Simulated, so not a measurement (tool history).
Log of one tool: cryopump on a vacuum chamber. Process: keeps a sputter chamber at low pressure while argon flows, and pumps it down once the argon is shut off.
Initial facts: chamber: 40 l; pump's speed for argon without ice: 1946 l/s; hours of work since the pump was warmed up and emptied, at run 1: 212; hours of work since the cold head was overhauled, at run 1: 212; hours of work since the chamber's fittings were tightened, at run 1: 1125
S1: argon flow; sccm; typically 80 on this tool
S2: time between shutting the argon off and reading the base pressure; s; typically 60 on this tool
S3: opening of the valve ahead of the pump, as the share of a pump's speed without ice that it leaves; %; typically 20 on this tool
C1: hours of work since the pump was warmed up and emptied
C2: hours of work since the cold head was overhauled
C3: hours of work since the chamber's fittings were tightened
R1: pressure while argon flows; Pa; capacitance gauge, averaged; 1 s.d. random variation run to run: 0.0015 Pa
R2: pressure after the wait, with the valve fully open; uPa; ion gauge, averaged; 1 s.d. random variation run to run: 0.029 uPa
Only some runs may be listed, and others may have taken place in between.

run,day,S1,S2,S3,C1,C2,C3,R1,R2
1,0.000,80,60,20,212,212,1125,0.3514,1.67
2,1.267,80,60,20,239,239,1151,0.3567,1.70
3,2.075,80,60,20,255,255,1168,0.3550,1.76
4,2.804,80,60,20,271,271,1183,0.3551,1.80
5,3.388,80,60,20,283,283,1196,0.3575,1.72
6,4.233,80,60,20,300,300,1213,0.3577,1.75
7,4.942,80,60,20,315,315,1228,0.3573,1.71
8,6.317,80,60,20,344,344,1256,0.3590,1.80
9,7.096,80,60,20,360,360,1273,0.3588,1.76
10,7.842,80,60,58,375,375,1288,0.1317,1.72
11,9.171,80,60,58,403,403,1316,0.1341,1.80
12,9.888,80,27,30,418,418,1331,0.2465,3.29
13,10.658,117,58,55,434,434,1347,0.2073,1.88

For run 14, what comes out?
14,11.988,50,60,20,461,461,1374,?,?

For run 14 the tool returned R1 0.2256 Pa, R2 1.85 uPa.
With the hidden condition absent and the run-to-run variation left alone, this run would have shown R1 0.2154 Pa, R2 1.38 uPa.

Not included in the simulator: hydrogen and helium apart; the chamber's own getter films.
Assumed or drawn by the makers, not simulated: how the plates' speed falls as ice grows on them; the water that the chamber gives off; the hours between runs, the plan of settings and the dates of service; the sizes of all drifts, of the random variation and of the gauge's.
